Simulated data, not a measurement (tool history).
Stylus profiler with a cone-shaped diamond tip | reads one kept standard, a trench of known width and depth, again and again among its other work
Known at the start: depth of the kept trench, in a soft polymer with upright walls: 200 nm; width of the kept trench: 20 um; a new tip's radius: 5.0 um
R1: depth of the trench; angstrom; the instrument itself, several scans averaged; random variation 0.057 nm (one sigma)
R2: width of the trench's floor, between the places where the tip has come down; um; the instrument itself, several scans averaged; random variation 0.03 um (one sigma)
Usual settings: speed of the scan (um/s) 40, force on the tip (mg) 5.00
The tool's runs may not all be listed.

{"run": 1, "hour": 0.0, "speed of the scan (um/s)": 40, "force on the tip (mg)": 5.0, "R1": 2047.3, "R2": 17.02}
{"run": 2, "hour": 10.4, "speed of the scan (um/s)": 40, "force on the tip (mg)": 5.0, "R1": 2046.8, "R2": 17.01}
{"run": 3, "hour": 22.8, "speed of the scan (um/s)": 40, "force on the tip (mg)": 5.0, "R1": 2047.5, "R2": 16.97}
{"run": 4, "hour": 39.4, "speed of the scan (um/s)": 40, "force on the tip (mg)": 5.0, "R1": 2046.8, "R2": 17.01}
{"run": 5, "hour": 54.9, "speed of the scan (um/s)": 40, "force on the tip (mg)": 5.0, "R1": 2046.9, "R2": 17.04}
{"run": 6, "hour": 66.4, "speed of the scan (um/s)": 40, "force on the tip (mg)": 5.0, "R1": 2045.8, "R2": 17.0}
{"run": 7, "hour": 82.8, "speed of the scan (um/s)": 40, "force on the tip (mg)": 5.0, "R1": 2047.1, "R2": 17.01}
{"run": 8, "hour": 97.2, "speed of the scan (um/s)": 40, "force on the tip (mg)": 5.0, "R1": 2046.8, "R2": 16.92}
{"run": 9, "hour": 105.2, "speed of the scan (um/s)": 40, "force on the tip (mg)": 5.0, "R1": 2047.2, "R2": 16.99}
{"run": 10, "hour": 117.9, "speed of the scan (um/s)": 40, "force on the tip (mg)": 5.0, "R1": 2046.8, "R2": 16.94}
{"run": 11, "hour": 131.2, "speed of the scan (um/s)": 40, "force on the tip (mg)": 5.0, "R1": 2046.5, "R2": 16.97}
{"run": 12, "hour": 141.0, "speed of the scan (um/s)": 40, "force on the tip (mg)": 5.0, "R1": 2045.8, "R2": 16.95}
{"run": 13, "hour": 153.3, "speed of the scan (um/s)": 40, "force on the tip (mg)": 5.0, "R1": 2046.3, "R2": 16.96}
{"run": 14, "hour": 169.2, "speed of the scan (um/s)": 40, "force on the tip (mg)": 5.0, "R1": 2045.2, "R2": 17.01}
{"run": 15, "hour": 182.8, "speed of the scan (um/s)": 40, "force on the tip (mg)": 5.0, "R1": 2046.0, "R2": 16.98}
{"run": 16, "hour": 199.6, "speed of the scan (um/s)": 40, "force on the tip (mg)": 5.0, "R1": 2046.6, "R2": 16.91}
{"run": 17, "hour": 210.6, "speed of the scan (um/s)": 40, "force on the tip (mg)": 5.0, "R1": 2046.5, "R2": 16.95}
{"run": 18, "hour": 226.1, "speed of the scan (um/s)": 52, "force on the tip (mg)": 5.0, "R1": 2047.3, "R2": 16.86}
{"run": 19, "hour": 237.1, "speed of the scan (um/s)": 52, "force on the tip (mg)": 5.0, "R1": 2046.7, "R2": 16.91}
{"run": 20, "hour": 247.9, "speed of the scan (um/s)": 11, "force on the tip (mg)": 4.28, "R1": 2041.6, "R2": 16.95}
{"run": 21, "hour": 260.6, "speed of the scan (um/s)": 23, "force on the tip (mg)": 2.47, "R1": 2027.2, "R2": 16.95}
{"run": 22, "hour": 272.6, "speed of the scan (um/s)": 23, "force on the tip (mg)": 2.47, "R1": 2027.8, "R2": 16.88}
{"run": 23, "hour": 282.3, "speed of the scan (um/s)": 23, "force on the tip (mg)": 2.47, "R1": 2027.7, "R2": 16.91}
{"run": 24, "hour": 298.8, "speed of the scan (um/s)": 49, "force on the tip (mg)": 2.47, "R1": 2026.7, "R2": 16.84}
{"run": 25, "hour": 310.5, "speed of the scan (um/s)": 95, "force on the tip (mg)": 4.45, "R1": 2041.8, "R2": 16.71}
{"run": 26, "hour": 325.1, "speed of the scan (um/s)": 22, "force on the tip (mg)": 3.9, "R1": 2038.9, "R2": 16.92}
{"run": 27, "hour": 332.3, "speed of the scan (um/s)": 22, "force on the tip (mg)": 3.9, "R1": 2039.6, "R2": 16.95}
{"run": 28, "hour": 347.8, "speed of the scan (um/s)": 71, "force on the tip (mg)": 7.25, "R1": 2060.1, "R2": 16.86}
{"run": 29, "hour": 362.3, "speed of the scan (um/s)": 71, "force on the tip (mg)": 7.25, "R1": 2058.3, "R2": 16.87}
{"run": 30, "hour": 373.1, "speed of the scan (um/s)": 19, "force on the tip (mg)": 3.5, "R1": 2035.4, "R2": 16.85}
{"run": 31, "hour": 388.6, "speed of the scan (um/s)": 87, "force on the tip (mg)": 7.65, "R1": 2062.0, "R2": 16.8}
{"run": 32, "hour": 405.1, "speed of the scan (um/s)": 32, "force on the tip (mg)": 12.53, "R1": 2086.6, "R2": 16.92}
{"run": 33, "hour": 415.6, "speed of the scan (um/s)": 50, "force on the tip (mg)": 8.24, "R1": 2065.4, "R2": 16.91}
{"run": 34, "hour": 432.2, "speed of the scan (um/s)": 50, "force on the tip (mg)": 8.24, "R1": 2065.1, "R2": 16.9}
{"run": 35, "hour": 439.4, "speed of the scan (um/s)": 50, "force on the tip (mg)": 8.24, "R1": 2065.4, "R2": 16.84}
{"run": 36, "hour": 448.6, "speed of the scan (um/s)": 18, "force on the tip (mg)": 8.72, "R1": 2068.8, "R2": 16.89}
{"run": 37, "hour": 459.1, "speed of the scan (um/s)": 18, "force on the tip (mg)": 8.72, "R1": 2067.8, "R2": 16.86}

Measured less the same run without the tool's hidden state. The same run-to-run variation is in both; the gauge's scatter may not be:
The hidden state here: radius of the tip, um; height scale over the true one, %; drift of the gauge itself on depth_nm, %; drift of the gauge itself on floor_um, %.
run=1 R1=-1.5 R2=-0.11
run=2 R1=-1.6 R2=-0.12
run=3 R1=-1.6 R2=-0.11
run=4 R1=-1.6 R2=-0.12
run=5 R1=-1.6 R2=-0.13
run=6 R1=-1.7 R2=-0.13
run=7 R1=-1.7 R2=-0.14
run=8 R1=-1.8 R2=-0.15
run=9 R1=-1.7 R2=-0.15
run=10 R1=-1.8 R2=-0.15
run=11 R1=-1.8 R2=-0.16
run=12 R1=-1.8 R2=-0.16
run=13 R1=-1.8 R2=-0.17
run=14 R1=-1.9 R2=-0.17
run=15 R1=-1.9 R2=-0.18
run=16 R1=-1.9 R2=-0.19
run=17 R1=-2.0 R2=-0.19
run=18 R1=-2.0 R2=-0.20
run=19 R1=-2.1 R2=-0.20
run=20 R1=-2.0 R2=-0.20
run=21 R1=-2.1 R2=-0.20
run=22 R1=-2.1 R2=-0.21
run=23 R1=-2.0 R2=-0.21
run=24 R1=-2.1 R2=-0.23
run=25 R1=-2.1 R2=-0.23
run=26 R1=-2.1 R2=-0.23
run=27 R1=-2.2 R2=-0.23
run=28 R1=-2.2 R2=-0.24
run=29 R1=-2.2 R2=-0.25
run=30 R1=-2.3 R2=-0.25
run=31 R1=-2.3 R2=-0.26
run=32 R1=-2.4 R2=-0.26
run=33 R1=-2.3 R2=-0.27
run=34 R1=-2.4 R2=-0.27
run=35 R1=-2.4 R2=-0.28
run=36 R1=-2.5 R2=-0.28
run=37 R1=-2.4 R2=-0.28
